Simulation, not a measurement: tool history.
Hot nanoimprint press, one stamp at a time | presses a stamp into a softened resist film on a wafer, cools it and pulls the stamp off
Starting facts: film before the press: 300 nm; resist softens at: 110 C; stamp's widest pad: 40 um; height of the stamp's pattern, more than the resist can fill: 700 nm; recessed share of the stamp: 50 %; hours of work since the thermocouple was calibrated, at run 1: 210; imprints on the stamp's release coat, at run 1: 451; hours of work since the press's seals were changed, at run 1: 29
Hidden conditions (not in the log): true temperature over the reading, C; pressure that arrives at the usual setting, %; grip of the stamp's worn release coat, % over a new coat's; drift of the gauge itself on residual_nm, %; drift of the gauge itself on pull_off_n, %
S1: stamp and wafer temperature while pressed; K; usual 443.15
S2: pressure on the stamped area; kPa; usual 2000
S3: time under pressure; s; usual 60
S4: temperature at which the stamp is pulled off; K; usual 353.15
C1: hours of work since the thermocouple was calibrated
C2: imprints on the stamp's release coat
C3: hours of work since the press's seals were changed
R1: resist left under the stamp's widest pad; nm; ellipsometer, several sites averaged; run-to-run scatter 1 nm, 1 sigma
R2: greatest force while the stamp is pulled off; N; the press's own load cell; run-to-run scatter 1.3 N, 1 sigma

Run 1, day 0.000: usual settings; C1 210; C2 451; C3 29. Result: R1 143.9 nm, R2 129 N.
Run 2, day 0.396: usual settings; C1 214; C2 463; C3 33. Result: R1 144.7 nm, R2 127 N.
Run 3, day 0.654: usual settings but S4 351.15 K; C1 216; C2 470; C3 36. Result: R1 144.3 nm, R2 133 N.
Run 4, day 1.058: usual settings but S3 87 s; C1 220; C2 482; C3 39. Result: R1 127.0 nm, R2 127 N.
Run 5, day 1.258: usual settings but S3 62 s; C1 222; C2 488; C3 41. Result: R1 142.7 nm, R2 127 N.
Run 6, day 1.483: usual settings but S3 62 s; C1 224; C2 495; C3 44. Result: R1 142.4 nm, R2 127 N.
Run 7, day 1.767: usual settings but S3 62 s; C1 227; C2 504; C3 46. Result: R1 141.2 nm, R2 129 N.
Run 8, day 2.038: usual settings but S3 62 s; C1 229; C2 512; C3 49. Result: R1 141.4 nm, R2 128 N.
Run 9, day 2.346: usual settings but S3 62 s; C1 232; C2 521; C3 52. Result: R1 143.6 nm, R2 129 N.
Run 10, day 2.521: usual settings but S3 62 s; C1 234; C2 526; C3 53. Result: R1 143.6 nm, R2 126 N.
Run 11, day 2.712: usual settings but S3 62 s; C1 236; C2 532; C3 55. Result: R1 142.4 nm, R2 127 N.
Run 12, day 3.025: usual settings but S3 62 s; C1 239; C2 541; C3 58. Result: R1 142.4 nm, R2 128 N.
Run 13, day 3.246: usual settings; C1 241; C2 548; C3 60. Result: R1 144.3 nm, R2 125 N.
Run 14, day 3.454: usual settings; C1 243; C2 554; C3 62. Result: R1 144.2 nm, R2 126 N.
Run 15, day 3.775: usual settings; C1 246; C2 563; C3 66. Result: R1 143.1 nm, R2 126 N.
Run 16, day 3.996: usual settings; C1 248; C2 570; C3 68. Result: R1 143.5 nm, R2 128 N.
Run 17, day 4.329: usual settings; C1 251; C2 580; C3 71. Result: R1 146.2 nm, R2 126 N.
Run 18, day 4.617: usual settings; C1 254; C2 588; C3 74. Result: R1 143.1 nm, R2 128 N.
At day 4.779: plate thermocouple calibrated.
Run 19, day 5.150: usual settings but S1 435.15 K, S2 1680 kPa, S3 42 s; C1 4; C2 601; C3 78. Result: R1 224.4 nm, R2 128 N.
Run 20, day 5.504: usual settings but S1 433.15 K, S2 2180 kPa, S3 63 s, S4 361.15 K; C1 7; C2 611; C3 81. Result: R1 198.6 nm, R2 103 N.
Run 21, day 5.721: usual settings but S1 439.15 K, S2 2850 kPa, S3 76 s, S4 358.15 K; C1 9; C2 618; C3 83. Result: R1 128.5 nm, R2 110 N.
Run 22, day 6.079: usual settings but S1 439.15 K, S2 2850 kPa, S3 76 s, S4 358.15 K; C1 13; C2 628; C3 87. Result: R1 129.6 nm, R2 112 N.
Run 23, day 6.379: usual settings but S1 431.15 K; C1 15; C2 637; C3 89. Result: R1 220.2 nm, R2 125 N.
At day 6.692: plate thermocouple calibrated, once more.
Run 24, day 6.892: usual settings but S1 431.15 K; C1 2; C2 649; C3 93. Result: R1 228.4 nm, R2 134 N.
Run 25, day 7.121: usual settings but S1 431.15 K, S3 55 s, S4 361.15 K; C1 4; C2 656; C3 95. Result: R1 234.1 nm, R2 106 N.
Run 26, day 7.408: usual settings but S1 431.15 K, S3 55 s, S4 361.15 K; C1 7; C2 664; C3 98. Result: R1 233.3 nm, R2 105 N.
Run 27, day 7.625: usual settings but S1 431.15 K, S3 55 s, S4 361.15 K; C1 9; C2 671; C3 100. Result: R1 232.9 nm, R2 107 N.
Run 28, day 8.012: usual settings; C1 13; C2 682; C3 104. Result: R1 149.0 nm, R2 132 N.
Run 29, day 8.417: usual settings but S3 52 s; C1 17; C2 694; C3 108. Result: R1 155.3 nm, R2 131 N.
Run 30, day 8.600: usual settings but S3 58 s, S4 355.15 K; C1 18; C2 700; C3 110. Result: R1 150.7 nm, R2 124 N.
Run 31, day 8.896: usual settings but S3 58 s, S4 355.15 K; C1 21; C2 709; C3 112. Result: R1 150.9 nm, R2 125 N.

Below are 3 alternative next runs, each starting from the tool's condition after run 31. Predict each:
Run A, day 9.229: usual settings but S4 355.15 K; C1 24; C2 719; C3 116. Result: R1 ?, R2 ?.
Run B, day 9.229: usual settings but S4 340.15 K; C1 24; C2 719; C3 116. Result: R1 ?, R2 ?.
Run C, day 9.229: usual settings but S2 1810 kPa; C1 24; C2 719; C3 116. Result: R1 ?, R2 ?.

run     R1   R2
  A  147.1  124
  B  148.3  169
  C  156.1  130
The same runs, with their run-to-run variation unchanged, on a tool lacking any hidden condition would have given:
run     R1   R2
  A  147.5  117
  B  148.7  159
  C  156.6  121

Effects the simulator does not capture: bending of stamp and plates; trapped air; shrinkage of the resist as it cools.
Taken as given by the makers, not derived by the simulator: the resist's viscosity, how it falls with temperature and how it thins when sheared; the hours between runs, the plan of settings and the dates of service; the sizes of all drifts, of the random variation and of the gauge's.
